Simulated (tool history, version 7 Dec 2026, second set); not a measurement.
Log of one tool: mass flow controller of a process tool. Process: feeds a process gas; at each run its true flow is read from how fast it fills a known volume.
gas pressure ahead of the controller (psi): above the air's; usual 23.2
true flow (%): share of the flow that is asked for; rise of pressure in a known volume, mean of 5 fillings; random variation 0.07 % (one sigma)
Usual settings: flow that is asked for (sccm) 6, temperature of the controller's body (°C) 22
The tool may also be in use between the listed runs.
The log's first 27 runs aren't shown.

run     hour  flow that is asked for (sccm)  gas pressure ahead of the controller (psi)  temperature of the controller's body (°C)  true flow (%)
 28   8824.7                              6                                        27.1                                         33         101.49
 29   9102.7                              6                                        27.1                                         33         101.54
 30   9579.3                              6                                        27.1                                         33         101.66
 31   9909.1                              6                                        27.1                                         33         101.89
 32  10180.2                              6                                        27.1                                         33         101.83
 33  10571.2                              6                                        35.8                                         22         100.97
 34  10910.9                              5                                        35.8                                         22         101.76
     11202.8  -- controller's zero set anew
 35  11241.1                              5                                        35.8                                         22          98.77
 36  11455.6                              5                                        35.8                                         22          98.71
 37  11742.5                              5                                        29.7                                         25          99.05
 38  11965.7                              3                                        23.2                                         22          98.97
 39  12232.2                              3                                        23.2                                         22          99.04
 40  12479.5                              6                                        23.2                                         32          99.76
 41  12834.9                             11                                        23.2                                         32          99.76
 42  13136.3                             11                                        23.2                                         32          99.78
 43  13408.7                             11                                        23.2                                         32          99.77
 44  13894.9                             17                                        24.5                                         32          99.85
 45  14244.9                             17                                        24.5                                         32         100.02
 46  14479.8                              6                                        23.2                                         37         100.68
 47  14764.8                              4                                        29.6                                         22          99.93
 48  15047.1                              6                                        27.8                                         22          99.59

Forecast each of these 4 alternatives for the next run:
  A  15426.8                              6                                        23.2                                         24              ?
  B  15426.8                              4                                        21.2                                         37              ?
  C  15426.8                              8                                        30.9                                         23              ?
  D  15426.8                              6                                        23.2                                         24              ?

run  true flow (%)
  A          99.82
  B         101.57
  C          99.45
  D          99.68
Without the tool's hidden state the same runs would have given:
run  true flow (%)
  A          99.47
  B         100.53
  C          99.45
  D          99.33
